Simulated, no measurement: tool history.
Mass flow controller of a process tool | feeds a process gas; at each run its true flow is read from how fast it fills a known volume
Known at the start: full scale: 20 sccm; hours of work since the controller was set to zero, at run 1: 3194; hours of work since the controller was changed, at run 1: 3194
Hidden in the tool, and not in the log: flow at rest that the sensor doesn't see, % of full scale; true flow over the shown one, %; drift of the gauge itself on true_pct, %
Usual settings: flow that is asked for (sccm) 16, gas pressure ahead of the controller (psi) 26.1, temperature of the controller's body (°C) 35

run	hour	flow that is asked for (sccm)	gas pressure ahead of the controller (psi)	temperature of the controller's body (°C)	hours of work since the controller was set to zero	hours of work since the controller was changed	true flow (%)
1	0	16	26.1	35	3194	3194	99.49
2	166.5	16	26.1	35	3276	3276	99.37
3	372.1	16	26.1	35	3378	3378	99.28
4	661.4	16	26.1	35	3521	3521	99.31
5	857.7	16	26.1	35	3619	3619	99.23
6	1076.7	16	26.1	35	3727	3727	99.19
7	1324.2	16	26.1	30	3850	3850	98.82
8	1506.8	16	26.1	30	3940	3940	98.86
9	1687.1	16	26.1	30	4030	4030	98.74
10	1893.1	16	26.1	30	4132	4132	98.82
11	2093.5	16	26.1	35	4231	4231	99.02
12	2301.6	16	27.8	35	4334	4334	99.05
13	2579.6	16	26.1	35	4472	4472	98.87
14	2774.4	16	26.1	35	4569	4569	98.94
15	2946.3	16	26.1	35	4654	4654	98.89
16	3242.1	16	26.1	35	4801	4801	98.85
17	3518.7	16	26.1	35	4938	4938	98.91
18	3743.7	16	26.1	35	5049	5049	98.79
19	4068.9	16	26.1	24	5210	5210	98.27
20	4346	16	26.1	24	5348	5348	98.11
21	4650.2	2	26.1	35	5498	5498	92.76
22	4870.8	2	26.1	35	5608	5608	92.62
23	5163.3	2	26.1	35	5753	5753	92.36
24	5460.7	17	26.1	25	5900	5900	98.17
25	5682.8	16	26.1	25	6010	6010	98.19
26	5894.2	16	26.1	25	6115	6115	98.03
# hour 6016.2: controller's zero set anew
27	6038.7	12	30.9	22	11	6186	99.02
28	6358.2	7	21.8	28	170	6345	98.47
29	6512.9	7	21.8	28	246	6421	98.48
30	6663.8	16	29.4	31	321	6496	99.35
31	6964.8	2	22.2	26	470	6645	97.76
32	7257.9	6	30	35	615	6791	99.03
33	7543.3	4	30	33	757	6932	98.59
34	7745	4	30	33	857	7032	98.65
35	8000.8	5	23.2	32	984	7159	98.27
36	8295.9	7	23.2	32	1130	7305	98.43
37	8483.8	19	37.1	39	1223	7398	99.9
38	8814.8	19	37.1	39	1387	7562	99.94

The next listed run, before its measurement:
39	9023.3	3	29.6	35	1490	7666	?

{"run 39": {"true flow (%)": 97.92}}
Without the tool's hidden state the same run would have given true flow (%) 100.06.
